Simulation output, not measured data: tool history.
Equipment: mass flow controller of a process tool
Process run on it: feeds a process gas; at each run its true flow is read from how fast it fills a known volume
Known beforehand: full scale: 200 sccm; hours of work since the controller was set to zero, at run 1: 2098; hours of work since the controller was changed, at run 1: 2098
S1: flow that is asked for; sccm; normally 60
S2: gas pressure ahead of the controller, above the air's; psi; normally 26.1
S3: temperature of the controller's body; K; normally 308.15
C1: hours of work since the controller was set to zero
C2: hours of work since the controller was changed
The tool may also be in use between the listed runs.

{"run": 1, "day": 0.0, "S1": 60, "S2": 26.1, "S3": 308.15, "C1": 2098, "C2": 2098, "true flow (%)": 98.38}
{"run": 2, "day": 6.783, "S1": 60, "S2": 26.1, "S3": 296.15, "C1": 2211, "C2": 2211, "true flow (%)": 99.77}
{"run": 3, "day": 12.367, "S1": 60, "S2": 26.1, "S3": 304.15, "C1": 2304, "C2": 2304, "true flow (%)": 98.98}
{"run": 4, "day": 22.312, "S1": 30, "S2": 26.1, "S3": 308.15, "C1": 2470, "C2": 2470, "true flow (%)": 99.32}
{"run": 5, "day": 30.475, "S1": 30, "S2": 26.1, "S3": 308.15, "C1": 2607, "C2": 2607, "true flow (%)": 99.53}
{"run": 6, "day": 38.488, "S1": 60, "S2": 26.1, "S3": 298.15, "C1": 2740, "C2": 2740, "true flow (%)": 99.98}
{"run": 7, "day": 43.383, "S1": 128, "S2": 26.1, "S3": 308.15, "C1": 2822, "C2": 2822, "true flow (%)": 99.31}
{"run": 8, "day": 51.396, "S1": 60, "S2": 26.1, "S3": 308.15, "C1": 2956, "C2": 2956, "true flow (%)": 99}
{"run": 9, "day": 60.858, "S1": 20, "S2": 36, "S3": 298.15, "C1": 3114, "C2": 3114, "true flow (%)": 102.4}
{"run": 10, "day": 68.783, "S1": 20, "S2": 36, "S3": 298.15, "C1": 3246, "C2": 3246, "true flow (%)": 102.66}
{"run": 11, "day": 74.071, "S1": 20, "S2": 36, "S3": 298.15, "C1": 3335, "C2": 3335, "true flow (%)": 102.87}
{"run": 12, "day": 82.304, "S1": 20, "S2": 36, "S3": 298.15, "C1": 3472, "C2": 3472, "true flow (%)": 103.16}
{"run": 13, "day": 90.312, "S1": 20, "S2": 36, "S3": 298.15, "C1": 3606, "C2": 3606, "true flow (%)": 103.31}

Run 14, settings as shown, results not yet in. Your forecast:
{"run": 14, "day": 98.188, "S1": 161, "S2": 38.9, "S3": 313.15, "C1": 3737, "C2": 3737, "true flow (%)": "?"}

{"run 14": {"true flow (%)": 99.3}}
If the tool had no hidden condition, the same run with the same run-to-run variation would have returned true flow (%) 97.4.
